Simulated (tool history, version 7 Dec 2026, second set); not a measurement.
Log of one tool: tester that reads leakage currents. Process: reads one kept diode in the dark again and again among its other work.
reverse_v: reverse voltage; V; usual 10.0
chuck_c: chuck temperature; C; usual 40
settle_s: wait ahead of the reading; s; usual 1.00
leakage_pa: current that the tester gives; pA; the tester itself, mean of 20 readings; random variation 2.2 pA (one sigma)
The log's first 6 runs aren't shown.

run    hour  reverse_v  chuck_c  settle_s  leakage_pa
     1011.1  -- chuck's temperature calibrated
  7  1033.5       10.0       40      1.00      714.47
  8  1195.2       10.0       40      1.00      725.51
  9  1434.3       10.0       54      1.00     2184.07
 10  1664.5       10.0       54      1.00     2242.56
 11  1768.6       10.0       40      8.13      776.80
 12  1977.1       10.0       44      1.00     1092.76
     2158.8  -- probe card cleaned and baked
 13  2186.1       10.0       44      1.00     1122.55
     2235.7  -- chuck's temperature calibrated
 14  2381.8       10.0       44      1.00      997.03
 15  2585.4       10.0       44      1.00     1019.18
 16  2701.5       10.0       44      1.00     1034.78
 17  2911.2       10.0       44      1.00     1059.86
 18  3034.2        6.0       40      1.93      606.21
 19  3269.3        6.0       40      0.93      624.43
     3449.8  -- chuck's temperature calibrated
 20  3449.8        2.2       45      0.54      495.20
 21  3603.8        2.2       30      0.54      149.41
 22  3820.8       10.0       40      2.48      742.53
 23  4045.3       10.0       40      2.48      762.84
 24  4280.3       10.0       40      2.48      789.37
 25  4503.8        4.0       40      0.49      514.45
 26  4623.4       11.1       24      0.31      239.50
     4671.5  -- chuck's temperature calibrated
 27  4774.9        1.9       23      0.60       75.09
 28  4969.1       11.6       23      0.56      196.20
 29  5196.3       11.6       23      0.56      201.12
     5351.3  -- tester calibrated
 30  5436.5       11.6       23      0.56      213.37

Forecast each of these 4 alternatives for the next run:
  A  5586.8       11.6       23      2.25           ?
  B  5586.8        1.5       23      1.32           ?
  C  5586.8        4.9       23      0.56           ?
  D  5586.8        6.4       23      0.56           ?

run  leakage_pa
  A      210.25
  B       75.40
  C      139.31
  D      160.57
Without the tool's hidden state the same runs would have given:
run  leakage_pa
  A      182.17
  B       65.67
  C      121.33
  D      139.78
